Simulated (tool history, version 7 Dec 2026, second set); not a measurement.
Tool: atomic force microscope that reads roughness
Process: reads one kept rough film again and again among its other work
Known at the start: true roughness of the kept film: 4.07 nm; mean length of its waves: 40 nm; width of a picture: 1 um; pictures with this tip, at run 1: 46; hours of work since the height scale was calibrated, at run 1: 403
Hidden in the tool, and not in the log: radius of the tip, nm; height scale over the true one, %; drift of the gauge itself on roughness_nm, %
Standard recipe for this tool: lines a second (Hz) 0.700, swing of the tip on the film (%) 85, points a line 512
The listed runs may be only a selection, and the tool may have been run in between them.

run     day  lines a second (Hz)  swing of the tip on the film (%)  points a line  pictures with this tip  hours of work since the height scale was calibrated  roughness of the kept film (nm (root mean square))
  1   0.000                0.700                                85            512                      46                                                  403                                               3.312
      1.179  -- new tip fitted
  2   1.538                3.199                                85            512                      17                                                  425                                               2.873
  3   2.388                0.700                                85            512                      58                                                  438                                               3.183
      3.279  -- new tip fitted
  4   3.633                3.027                                85            512                      17                                                  456                                               2.904
  5   5.025                3.027                                85            512                      85                                                  477                                               2.571
      5.462  -- new tip fitted
  6   5.800                3.829                                85            512                      17                                                  489                                               2.771
  7   7.275                3.829                                85            512                      89                                                  511                                               2.414
      7.558  -- new tip fitted
  8   8.733                3.829                                85            512                      58                                                  532                                               2.546
      9.746  -- new tip fitted
  9   9.946                3.863                                85            718                      10                                                  550                                               2.808
     10.054  -- height scale calibrated on a step standard
 10  11.158                0.700                                56            512                      67                                                   17                                               3.270
     11.883  -- new tip fitted
 11  11.975                0.700                                56            512                       5                                                   28                                               3.652
 12  13.538                0.957                                56            512                      81                                                   52                                               3.114
     13.983  -- new tip fitted
 13  15.092                0.957                                56            512                      54                                                   75                                               3.323
     16.158  -- new tip fitted
 14  16.608                1.235                                85            562                      22                                                   97                                               3.298
 15  18.108                1.024                                85            512                      95                                                  120                                               2.884

Consider 5 possible next runs. They are alternatives, not a sequence: every one starts from the tool as it was left by run 15. What does each give?
     18.242  -- new tip fitted
     18.538  -- height scale calibrated on a step standard, once more
  A  19.700                0.514                                85            512                      69                                                   17                                                   ?
     18.242  -- new tip fitted
     18.538  -- height scale calibrated on a step standard, once more
  B  19.700                0.608                                69            299                      69                                                   17                                                   ?
     18.242  -- new tip fitted
     18.538  -- height scale calibrated on a step standard, once more
  C  19.700                0.907                                68            327                      69                                                   17                                                   ?
     18.242  -- new tip fitted
     18.538  -- height scale calibrated on a step standard, once more
  D  19.700                0.791                                67            435                      69                                                   17                                                   ?
     18.242  -- new tip fitted
     18.538  -- height scale calibrated on a step standard, once more
  E  19.700                1.082                                57            546                      69                                                   17                                                   ?

run  roughness of the kept film (nm (root mean square))
  A                                               3.163
  B                                               3.225
  C                                               3.188
  D                                               3.217
  E                                               3.250
Without the tool's hidden state the same runs would have given:
run  roughness of the kept film (nm (root mean square))
  A                                               3.635
  B                                               3.707
  C                                               3.665
  D                                               3.696
  E                                               3.736
